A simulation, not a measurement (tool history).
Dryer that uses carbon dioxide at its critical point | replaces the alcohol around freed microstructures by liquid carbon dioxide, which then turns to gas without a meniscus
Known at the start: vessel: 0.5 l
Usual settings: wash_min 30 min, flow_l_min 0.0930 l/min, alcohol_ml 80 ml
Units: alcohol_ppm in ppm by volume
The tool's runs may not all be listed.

run 1 hour=0.0 | wash_min=30 flow_l_min=0.0930 alcohol_ml=80 | alcohol_ppm=1869
run 2 hour=14.4 | wash_min=30 flow_l_min=0.0930 alcohol_ml=80 | alcohol_ppm=1854
run 3 hour=27.7 | wash_min=30 flow_l_min=0.0986 alcohol_ml=80 | alcohol_ppm=1502
run 4 hour=38.8 | wash_min=30 flow_l_min=0.0986 alcohol_ml=80 | alcohol_ppm=1549
run 5 hour=49.5 | wash_min=30 flow_l_min=0.0986 alcohol_ml=80 | alcohol_ppm=1486
run 6 hour=59.1 | wash_min=30 flow_l_min=0.0986 alcohol_ml=80 | alcohol_ppm=1525
run 7 hour=71.6 | wash_min=30 flow_l_min=0.1372 alcohol_ml=80 | alcohol_ppm=301
run 8 hour=83.6 | wash_min=30 flow_l_min=0.1357 alcohol_ml=80 | alcohol_ppm=321
run 9 hour=91.2 | wash_min=30 flow_l_min=0.1357 alcohol_ml=80 | alcohol_ppm=312
run 10 hour=105.3 | wash_min=26 flow_l_min=0.1090 alcohol_ml=52 | alcohol_ppm=1328
run 11 hour=119.6 | wash_min=30 flow_l_min=0.0930 alcohol_ml=29 | alcohol_ppm=813
run 12 hour=132.9 | wash_min=30 flow_l_min=0.0930 alcohol_ml=29 | alcohol_ppm=812

3 ways to go on from here, each from the tool as it stands after run 12. What would each give?
run A hour=147.0 | wash_min=30 flow_l_min=0.0941 alcohol_ml=29 | alcohol_ppm=?
run B hour=147.0 | wash_min=22 flow_l_min=0.1515 alcohol_ml=21 | alcohol_ppm=?
run C hour=147.0 | wash_min=26 flow_l_min=0.1352 alcohol_ml=80 | alcohol_ppm=?

run=A alcohol_ppm=779
run=B alcohol_ppm=303
run=C alcohol_ppm=808
Without the tool's hidden state the same runs would have given:
run=A alcohol_ppm=616
run=B alcohol_ppm=217
run=C alcohol_ppm=615

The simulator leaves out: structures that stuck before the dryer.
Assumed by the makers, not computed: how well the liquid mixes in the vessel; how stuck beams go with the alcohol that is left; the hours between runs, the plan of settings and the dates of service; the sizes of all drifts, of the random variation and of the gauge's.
